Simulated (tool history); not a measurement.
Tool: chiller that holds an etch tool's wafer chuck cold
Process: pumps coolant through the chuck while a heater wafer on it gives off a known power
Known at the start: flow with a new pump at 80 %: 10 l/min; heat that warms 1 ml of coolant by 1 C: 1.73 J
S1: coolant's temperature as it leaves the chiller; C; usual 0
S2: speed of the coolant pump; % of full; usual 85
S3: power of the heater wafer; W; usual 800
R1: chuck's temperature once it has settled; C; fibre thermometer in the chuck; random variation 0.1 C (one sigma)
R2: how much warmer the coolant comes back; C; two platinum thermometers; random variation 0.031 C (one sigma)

{"run": 1, "hour": 0.0, "S1": 0, "S2": 85, "S3": 800, "R1": 6.7, "R2": 2.68}
{"run": 2, "hour": 30.4, "S1": 0, "S2": 85, "S3": 800, "R1": 6.6, "R2": 2.71}
{"run": 3, "hour": 65.4, "S1": 0, "S2": 85, "S3": 800, "R1": 6.8, "R2": 2.62}
{"run": 4, "hour": 115.0, "S1": -2, "S2": 85, "S3": 800, "R1": 4.6, "R2": 2.72}
{"run": 5, "hour": 145.1, "S1": -2, "S2": 85, "S3": 800, "R1": 4.7, "R2": 2.7}
{"run": 6, "hour": 196.0, "S1": -2, "S2": 85, "S3": 800, "R1": 4.7, "R2": 2.67}
{"run": 7, "hour": 238.5, "S1": -2, "S2": 85, "S3": 800, "R1": 4.7, "R2": 2.69}
{"run": 8, "hour": 293.8, "S1": -4, "S2": 85, "S3": 800, "R1": 2.8, "R2": 2.68}
{"run": 9, "hour": 349.0, "S1": -4, "S2": 85, "S3": 800, "R1": 2.7, "R2": 2.69}
{"run": 10, "hour": 411.7, "S1": -4, "S2": 85, "S3": 800, "R1": 3.1, "R2": 2.66}
{"run": 11, "hour": 466.8, "S1": 4, "S2": 85, "S3": 800, "R1": 10.8, "R2": 2.69}
{"run": 12, "hour": 534.0, "S1": 4, "S2": 85, "S3": 800, "R1": 10.9, "R2": 2.66}
{"run": 13, "hour": 594.1, "S1": 0, "S2": 85, "S3": 800, "R1": 6.8, "R2": 2.72}
{"run": 14, "hour": 647.8, "S1": 0, "S2": 86, "S3": 800, "R1": 6.8, "R2": 2.68}
{"run": 15, "hour": 699.2, "S1": 0, "S2": 86, "S3": 835, "R1": 7.3, "R2": 2.77}
{"run": 16, "hour": 748.3, "S1": 0, "S2": 91, "S3": 878, "R1": 7.3, "R2": 2.76}
{"run": 17, "hour": 783.4, "S1": 0, "S2": 93, "S3": 800, "R1": 6.5, "R2": 2.46}
{"run": 18, "hour": 843.3, "S1": 0, "S2": 93, "S3": 800, "R1": 6.4, "R2": 2.4}
{"run": 19, "hour": 873.8, "S1": 2, "S2": 92, "S3": 1073, "R1": 10.7, "R2": 3.32}
{"run": 20, "hour": 918.1, "S1": 8, "S2": 92, "S3": 1073, "R1": 16.9, "R2": 3.37}
{"run": 21, "hour": 955.7, "S1": 8, "S2": 76, "S3": 494, "R1": 12.9, "R2": 1.93}
{"run": 22, "hour": 988.2, "S1": -4, "S2": 85, "S3": 1124, "R1": 5.8, "R2": 3.85}
{"run": 23, "hour": 1052.3, "S1": 0, "S2": 85, "S3": 498, "R1": 4.5, "R2": 1.72}
{"run": 24, "hour": 1091.8, "S1": 0, "S2": 85, "S3": 498, "R1": 4.4, "R2": 1.75}
{"run": 25, "hour": 1133.7, "S1": -7, "S2": 85, "S3": 479, "R1": -2.7, "R2": 1.67}
{"run": 26, "hour": 1164.9, "S1": -1, "S2": 68, "S3": 654, "R1": 6.2, "R2": 2.87}

Forecast each of these 4 alternatives for the next run:
{"run": "A", "hour": 1193.7, "S1": 0, "S2": 69, "S3": 411, "R1": "?", "R2": "?"}
{"run": "B", "hour": 1193.7, "S1": 7, "S2": 82, "S3": 708, "R1": "?", "R2": "?"}
{"run": "C", "hour": 1193.7, "S1": 5, "S2": 86, "S3": 442, "R1": "?", "R2": "?"}
{"run": "D", "hour": 1193.7, "S1": 1, "S2": 72, "S3": 657, "R1": "?", "R2": "?"}

run=A R1=4.4 R2=1.75
run=B R1=13.6 R2=2.57
run=C R1=8.9 R2=1.49
run=D R1=7.7 R2=2.67
Without the tool's hidden state the same runs would have given:
run=A R1=4.0 R2=1.66
run=B R1=13.0 R2=2.44
run=C R1=8.6 R2=1.41
run=D R1=7.1 R2=2.53
